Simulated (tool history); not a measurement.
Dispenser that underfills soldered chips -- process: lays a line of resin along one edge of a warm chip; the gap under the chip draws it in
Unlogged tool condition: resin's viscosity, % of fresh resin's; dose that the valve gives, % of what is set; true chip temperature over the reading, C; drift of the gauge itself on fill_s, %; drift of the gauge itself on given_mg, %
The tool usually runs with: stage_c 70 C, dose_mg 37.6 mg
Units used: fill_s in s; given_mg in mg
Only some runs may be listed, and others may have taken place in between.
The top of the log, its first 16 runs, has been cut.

| run | day | stage_c | dose_mg | hours of work since the syringe was changed | hours of work since the valve was cleaned | hours of work since the stage was calibrated | fill_s | given_mg |
|---|---|---|---|---|---|---|---|---|
|  | 5.05 | new syringe of resin |
| 17 | 5.054 | 61 | 47 | 0 | 16 | 357 | 63.1 | 46.33 |
| 18 | 5.454 | 61 | 35.7 | 7 | 23 | 364 | 92.5 | 35.2 |
|  | 5.625 | new syringe of resin |
| 19 | 5.771 | 61 | 35.7 | 3 | 29 | 369 | 73.3 | 35.22 |
| 20 | 5.962 | 58 | 42 | 6 | 32 | 373 | 91.5 | 40.89 |
| 21 | 6.158 | 58 | 42 | 10 | 36 | 376 | 109 | 40.95 |
|  | 6.212 | new syringe of resin |
| 22 | 6.6 | 58 | 42 | 7 | 43 | 384 | 97.1 | 40.77 |
|  | 6.796 | new syringe of resin |
| 23 | 6.988 | 58 | 42 | 3 | 50 | 391 | 83.2 | 40.74 |
|  | 7.367 | new syringe of resin |
| 24 | 7.367 | 58 | 42 | 0 | 57 | 397 | 71.9 | 40.57 |

What will run 25 give?
| 25 | 7.708 | 74 | 45.3 | 6 | 63 | 403 | ? | ? |

Run 25 came out at fill_s 51.4 s, given_mg 43.35 mg.
With no hidden state in the tool, this same run would have given fill_s 42.1 s, given_mg 45.22 mg.
